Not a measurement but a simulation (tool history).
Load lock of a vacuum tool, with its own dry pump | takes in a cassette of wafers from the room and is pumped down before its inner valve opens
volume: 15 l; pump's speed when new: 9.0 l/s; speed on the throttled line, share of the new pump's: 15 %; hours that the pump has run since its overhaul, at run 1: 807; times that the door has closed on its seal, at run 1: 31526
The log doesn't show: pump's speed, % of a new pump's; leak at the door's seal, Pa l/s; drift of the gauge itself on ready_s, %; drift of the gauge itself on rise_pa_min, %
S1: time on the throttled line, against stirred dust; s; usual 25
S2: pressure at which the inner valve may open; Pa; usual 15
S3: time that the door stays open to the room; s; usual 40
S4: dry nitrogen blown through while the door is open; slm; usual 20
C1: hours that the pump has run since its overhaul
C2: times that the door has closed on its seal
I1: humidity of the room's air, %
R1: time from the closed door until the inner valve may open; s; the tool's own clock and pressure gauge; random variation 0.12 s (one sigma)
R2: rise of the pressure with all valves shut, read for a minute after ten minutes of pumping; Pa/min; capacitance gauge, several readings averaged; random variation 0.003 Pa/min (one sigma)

run	hour	S1	S2	S3	S4	C1	C2	I1	R1	R2
1	0.0	25	15	40	20	807	31526	43.8	36.1	0.441
2	85.9	25	15	40	20	893	31876	45.9	36.3	0.444
3	235.6	25	15	87	20	1043	32487	45.9	36.1	0.479
4	333.2	25	15	157	20	1140	32886	48.7	36.2	0.517
5	468.8	25	15	31	20	1276	33439	45.0	36.1	0.475
6	617.3	25	15	40	20	1424	34045	44.4	36.1	0.489
7	774.6	25	15	40	20	1582	34687	43.6	36.0	0.501
8	867.4	25	15	40	10	1675	35066	44.8	36.1	0.519
9	1010.2	25	15	40	10	1817	35648	43.1	36.1	0.527
10	1098.8	20	15	40	20	1906	36010	40.6	32.1	0.524
11	1233.4	25	15	40	13	2040	36559	46.0	36.4	0.552
12	1369.7	25	15	192	20	2177	37115	42.8	36.3	0.598
13	1501.0	44	15	153	20	2308	37651	41.4	52.2	0.610
14	1623.1	44	14	40	6	2430	38149	41.2	52.4	0.591
15	1696.2	44	14	40	6	2503	38447	43.1	52.4	0.602
16	1852.8	44	14	40	6	2660	39086	48.0	52.3	0.617
17	2007.5	44	14	40	6	2815	39718	48.3	52.6	0.636
18	2148.9	38	15	40	12	2956	40295	46.9	47.5	0.640
19	2307.2	26	20	123	4	3114	40941	44.0	36.5	0.716
# hour 2410.5: door's seal changed, seat wiped
20	2428.7	25	15	73	20	3234	74	43.1	36.4	0.053
21	2519.7	25	15	26	20	3325	446	45.5	36.4	0.037
22	2641.6	25	22	26	20	3447	943	44.3	35.9	0.049
23	2783.1	25	15	103	31	3589	1521	47.1	36.6	0.064
24	2853.5	16	11	40	20	3659	1808	42.2	29.5	0.052

Measured less the same run without the tool's hidden state. The same run-to-run variation is in both; the gauge's scatter may not be:
run	R1	R2
1	+0.2	+0.394
2	+0.3	+0.400
3	+0.2	+0.411
4	+0.2	+0.429
5	+0.3	+0.434
6	+0.3	+0.451
7	+0.3	+0.457
8	+0.4	+0.464
9	+0.3	+0.471
10	+0.4	+0.484
11	+0.4	+0.501
12	+0.5	+0.513
13	+0.4	+0.533
14	+0.3	+0.531
15	+0.4	+0.541
16	+0.3	+0.548
17	+0.4	+0.569
18	+0.4	+0.583
19	+0.6	+0.602
20	+0.6	+0.000
21	+0.6	+0.002
22	+0.6	+0.005
23	+0.6	+0.007
24	+0.7	+0.009
